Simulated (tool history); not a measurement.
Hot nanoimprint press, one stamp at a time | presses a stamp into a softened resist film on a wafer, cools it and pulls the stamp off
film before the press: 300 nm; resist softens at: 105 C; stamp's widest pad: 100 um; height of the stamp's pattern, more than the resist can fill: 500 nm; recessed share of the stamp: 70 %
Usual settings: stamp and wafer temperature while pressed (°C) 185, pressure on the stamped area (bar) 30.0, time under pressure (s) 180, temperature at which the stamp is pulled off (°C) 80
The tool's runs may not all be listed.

run   hour  stamp and wafer temperature while pressed (°C)  pressure on the stamped area (bar)  time under pressure (s)  temperature at which the stamp is pulled off (°C)  resist left under the stamp's widest pad (nm)  greatest force while the stamp is pulled off (N)
  1    0.0                                             185                                30.0                      180                                                 80                                          135.1                                               227
  2   36.6                                             182                                30.0                      180                                                 80                                          146.5                                               230
      46.6  -- plate thermocouple calibrated
      97.0  -- stamp cleaned and given a new release coat
  3   97.0                                             185                                38.3                      180                                                 80                                          125.8                                               206
  4  133.9                                             185                                38.3                      180                                                 80                                          125.5                                               210
  5  186.5                                             185                                38.3                      180                                                 80                                          126.1                                               213
  6  247.0                                             185                                30.0                      180                                                 84                                          139.6                                               212
  7  323.5                                             185                                30.0                      180                                                 84                                          141.0                                               218
  8  365.2                                             185                                30.0                      180                                                 84                                          141.7                                               229
     383.3  -- stamp cleaned and given a new release coat
     427.3  -- plate thermocouple calibrated
  9  462.7                                             180                                33.8                      113                                                 77                                          172.8                                               218
 10  533.0                                             182                                30.5                      248                                                 68                                          126.8                                               248
     586.1  -- plate thermocouple calibrated, once more
 11  599.7                                             181                                21.5                      180                                                 81                                          167.7                                               225
     673.5  -- stamp cleaned and given a new release coat
 12  673.6                                             185                                30.0                      180                                                 82                                          135.4                                               197
 13  712.9                                             185                                30.0                      180                                                 82                                          135.8                                               201
 14  790.5                                             177                                20.5                      180                                                 76                                          189.5                                               225
 15  856.6                                             185                                24.3                      217                                                 74                                          138.1                                               239

4 ways to go on from here, each from the tool as it stands after run 15. What would each give?
  A  927.4                                             185                                24.3                      217                                                 68                                              ?                                                 ?
  B  927.4                                             185                                21.5                      257                                                 74                                              ?                                                 ?
  C  927.4                                             185                                23.6                      101                                                 69                                              ?                                                 ?
  D  927.4                                             176                                32.8                      328                                                 74                                              ?                                                 ?

run  resist left under the stamp's widest pad (nm)  greatest force while the stamp is pulled off (N)
  A                                          139.3                                               266
  B                                          136.7                                               246
  C                                          183.2                                               262
  D                                          135.5                                               249
Without the tool's hidden state the same runs would have given:
run  resist left under the stamp's widest pad (nm)  greatest force while the stamp is pulled off (N)
  A                                          132.9                                               230
  B                                          130.7                                               213
  C                                          176.4                                               227
  D                                          127.6                                               216
